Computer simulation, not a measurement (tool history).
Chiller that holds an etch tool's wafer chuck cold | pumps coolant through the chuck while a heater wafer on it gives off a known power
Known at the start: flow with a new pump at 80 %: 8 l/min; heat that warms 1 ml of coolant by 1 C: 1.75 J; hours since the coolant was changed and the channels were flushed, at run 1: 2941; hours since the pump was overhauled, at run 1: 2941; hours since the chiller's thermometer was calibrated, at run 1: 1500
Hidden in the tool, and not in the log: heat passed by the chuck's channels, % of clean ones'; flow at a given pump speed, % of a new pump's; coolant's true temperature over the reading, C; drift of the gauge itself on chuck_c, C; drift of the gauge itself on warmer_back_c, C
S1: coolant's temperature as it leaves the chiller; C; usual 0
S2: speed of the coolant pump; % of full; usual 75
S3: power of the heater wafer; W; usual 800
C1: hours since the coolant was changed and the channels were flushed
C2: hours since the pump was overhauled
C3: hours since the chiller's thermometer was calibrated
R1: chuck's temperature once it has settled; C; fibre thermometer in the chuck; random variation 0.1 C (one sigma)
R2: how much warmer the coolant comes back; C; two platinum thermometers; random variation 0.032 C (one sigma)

run    hour  S1  S2    S3    C1    C2    C3    R1    R2
  1     0.0   0  75   800  2941  2941  1500   8.3  3.68
  2   141.8   0  75   800  3083  3083  1642   8.4  3.70
  3   213.5   0  75   800  3155  3155  1714   8.5  3.65
  4   309.6   0  75   800  3251  3251  1810   8.3  3.69
  5   406.5  -5  75   800  3348  3348  1907   3.3  3.76
  6   544.7  -5  75   800  3486  3486  2045   3.5  3.73
  7   607.8   0  77   800  3549  3549  2108   8.1  3.64
  8   706.7   3  75   800  3648  3648  2207  11.4  3.77
  9   809.9   3  75   800  3751  3751  2310  11.5  3.78
 10   875.5   3  75   800  3817  3817  2376  11.5  3.82
 11   961.3   0  75   800  3903  3903  2462   8.3  3.79
 12  1022.2   0  75   800  3963  3963  2523   8.5  3.87
 13  1154.8   0  75   800  4096  4096  2655   8.3  3.85
 14  1291.2   9  75   800  4232  4232  2792  17.4  3.87
     1367.7  -- chiller's thermometer calibrated
 15  1399.1   9  75   688  4339  4339    31  16.3  3.33
 16  1519.0   0  61   800  4459  4459   151   9.4  4.67
 17  1596.6  -9  75  1004  4537  4537   229   1.4  4.85
 18  1718.4  -9  71  1004  4659  4659   351   1.8  5.12
 19  1806.3  -9  71  1004  4746  4746   439   1.9  5.07

Forecast run 20:
     1898.6  -- gauge calibrated
 20  1903.5  -9  71  1004  4844  4844  536   ?   ?

Run 20 gave R1 1.9 C, R2 4.79 C.
Without the tool's hidden state the same run would have given R1 1.9 C, R2 4.78 C.
